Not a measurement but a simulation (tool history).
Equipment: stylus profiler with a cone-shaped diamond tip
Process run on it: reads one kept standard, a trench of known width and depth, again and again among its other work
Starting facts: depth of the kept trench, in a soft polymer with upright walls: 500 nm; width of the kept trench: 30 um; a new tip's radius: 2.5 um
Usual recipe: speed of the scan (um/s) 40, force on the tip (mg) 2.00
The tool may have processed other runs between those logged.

run    hour  speed of the scan (um/s)  force on the tip (mg)  depth of the trench (Å)  width of the trench's floor (um)
  1     0.0                        40                   2.00                   5015.4                             26.63
  2    32.5                        40                   2.00                   5014.0                             26.62
  3    69.0                        40                   2.00                   5015.8                             26.65
  4   100.1                        20                   2.00                   5016.4                             26.70
  5   125.0                        18                   2.00                   5014.2                             26.68
  6   158.3                        18                   2.00                   5014.5                             26.74
  7   191.6                        18                   3.60                   5026.5                             26.76
  8   230.8                        18                   3.60                   5026.1                             26.75
  9   270.6                        18                   3.60                   5026.1                             26.74
 10   309.4                        18                   3.60                   5023.5                             26.67
 11   333.4                        40                   2.00                   5010.8                             26.54
 12   371.2                        40                   2.00                   5013.8                             26.54
 13   398.7                        40                   2.00                   5011.6                             26.54
 14   416.5                        40                   2.00                   5011.2                             26.60
 15   446.4                        62                   2.00                   5012.5                             26.43
 16   463.1                        62                   2.00                   5011.8                             26.43
 17   503.9                        40                   2.00                   5010.5                             26.60
 18   542.7                        40                   2.00                   5011.2                             26.55
 19   577.6                        40                   2.00                   5009.0                             26.52
 20   602.0                        29                   1.76                   5007.7                             26.58
 21   633.6                        36                   5.12                   5031.3                             26.63
 22   664.5                       101                   2.00                   5009.5                             26.27
      667.2  -- height scale calibrated on a step standard
 23   690.1                        33                   0.73                   4991.1                             26.46
 24   724.0                       106                   1.31                   4994.7                             26.07
 25   759.6                       106                   1.31                   4997.3                             26.11
 26   794.9                       106                   1.31                   4997.5                             26.08
 27   828.7                        81                   1.71                   4998.4                             26.25
 28   867.7                        34                   1.94                   5001.0                             26.52
      875.2  -- height scale calibrated on a step standard, once more
 29   895.1                       155                   1.39                   5022.3                             25.75
 30   916.3                       155                   1.39                   5019.5                             25.82
 31   953.0                       155                   1.39                   5020.0                             25.82
 32   993.5                        23                   0.69                   5011.9                             26.40
 33  1027.2                        40                   0.94                   5013.0                             26.40
 34  1048.8                        40                   0.94                   5012.7                             26.35
 35  1079.4                        40                   0.94                   5015.7                             26.29
 36  1103.4                        40                   0.94                   5013.3                             26.34
 37  1130.0                       100                   4.81                   5046.1                             26.35
 38  1161.3                        12                   0.95                   5013.3                             26.51

5 options for the next run, each taken on its own from the tool as it stands now. Forecast them:
  A  1195.4                        12                   1.47                        ?                                 ?
  B  1195.4                        23                   2.00                        ?                                 ?
  C  1195.4                        40                   1.51                        ?                                 ?
  D  1195.4                        24                   3.38                        ?                                 ?
  E  1195.4                        30                   4.04                        ?                                 ?

run  depth of the trench (Å)  width of the trench's floor (um)
  A                   5018.1                             26.53
  B                   5024.8                             26.48
  C                   5018.3                             26.44
  D                   5034.2                             26.55
  E                   5038.6                             26.49
With the hidden condition removed and each run's random variation left untouched, the same runs would have given:
run  depth of the trench (Å)  width of the trench's floor (um)
  A                   5022.0                             26.93
  B                   5028.8                             26.88
  C                   5022.3                             26.84
  D                   5038.1                             26.95
  E                   5042.6                             26.89

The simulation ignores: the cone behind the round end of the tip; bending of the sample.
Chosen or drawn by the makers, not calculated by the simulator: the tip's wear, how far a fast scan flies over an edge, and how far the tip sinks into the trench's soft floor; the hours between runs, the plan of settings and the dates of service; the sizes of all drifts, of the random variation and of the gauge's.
